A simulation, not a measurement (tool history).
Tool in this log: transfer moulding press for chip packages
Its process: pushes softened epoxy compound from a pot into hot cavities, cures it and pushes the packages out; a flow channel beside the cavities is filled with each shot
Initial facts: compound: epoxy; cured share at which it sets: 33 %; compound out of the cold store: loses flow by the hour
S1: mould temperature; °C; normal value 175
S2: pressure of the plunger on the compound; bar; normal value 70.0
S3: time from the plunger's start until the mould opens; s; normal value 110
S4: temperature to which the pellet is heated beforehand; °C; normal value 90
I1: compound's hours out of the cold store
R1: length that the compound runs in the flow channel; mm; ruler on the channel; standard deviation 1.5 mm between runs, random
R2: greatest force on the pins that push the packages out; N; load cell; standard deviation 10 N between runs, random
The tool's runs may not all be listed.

run	day	S1	S2	S3	S4	I1	R1	R2
1	0.000	175	70.0	110	90	13.6	541	509
2	1.350	175	70.0	110	90	44.0	487	595
3	2.646	175	70.0	110	90	33.0	505	703
# day 3.383: cavities cleaned with cleaning compound and waxed
4	4.508	175	70.0	110	90	10.6	543	638
5	5.962	175	70.0	110	90	27.6	508	715
# day 6.817: cavities cleaned with cleaning compound and waxed
6	7.038	175	70.0	110	90	20.5	520	527
7	7.808	175	58.5	110	90	20.0	476	614
8	9.367	175	70.0	110	90	25.1	509	703
# day 10.267: cavities cleaned with cleaning compound and waxed
9	10.821	175	70.0	110	90	30.2	500	548
10	11.708	175	70.0	110	90	24.5	510	637
11	13.250	175	70.0	110	90	42.7	476	711
# day 13.621: cavities cleaned with cleaning compound and waxed
12	14.325	175	70.0	110	82	42.4	477	552
13	15.433	175	58.0	110	90	37.8	438	677
14	16.375	175	58.0	110	90	10.9	479	745
# day 17.058: cavities cleaned with cleaning compound and waxed
15	18.283	175	58.0	110	90	46.2	425	612
# day 18.546: plunger's sealing rings changed
16	19.879	178	70.0	102	90	9.2	556	722
# day 20.567: cavities cleaned with cleaning compound and waxed
17	21.204	178	70.0	102	90	21.8	531	560
18	22.654	178	70.0	102	90	31.8	514	658
# day 24.021: cavities cleaned with cleaning compound and waxed
19	24.054	175	70.0	115	99	29.1	519	463
20	25.658	169	58.2	107	85	26.8	482	973
21	26.508	171	70.0	110	90	28.1	520	853
# day 27.500: cavities cleaned with cleaning compound and waxed
22	28.146	171	70.0	110	90	20.7	532	686
23	29.254	171	70.0	110	90	45.8	492	800

Predict each of these 3 candidate next runs independently; none follows another, all start after run 23:
A	30.742	171	70.0	97	86	30.4	?	?
B	30.742	179	69.6	91	90	29.6	?	?
C	30.742	171	70.0	110	86	21.5	?	?

run	R1	R2
A	511	1189
B	503	838
C	528	902
Take away the tool's hidden state, keep each run's random variation, and the runs would have read:
run	R1	R2
A	525	744
B	517	528
C	542	565

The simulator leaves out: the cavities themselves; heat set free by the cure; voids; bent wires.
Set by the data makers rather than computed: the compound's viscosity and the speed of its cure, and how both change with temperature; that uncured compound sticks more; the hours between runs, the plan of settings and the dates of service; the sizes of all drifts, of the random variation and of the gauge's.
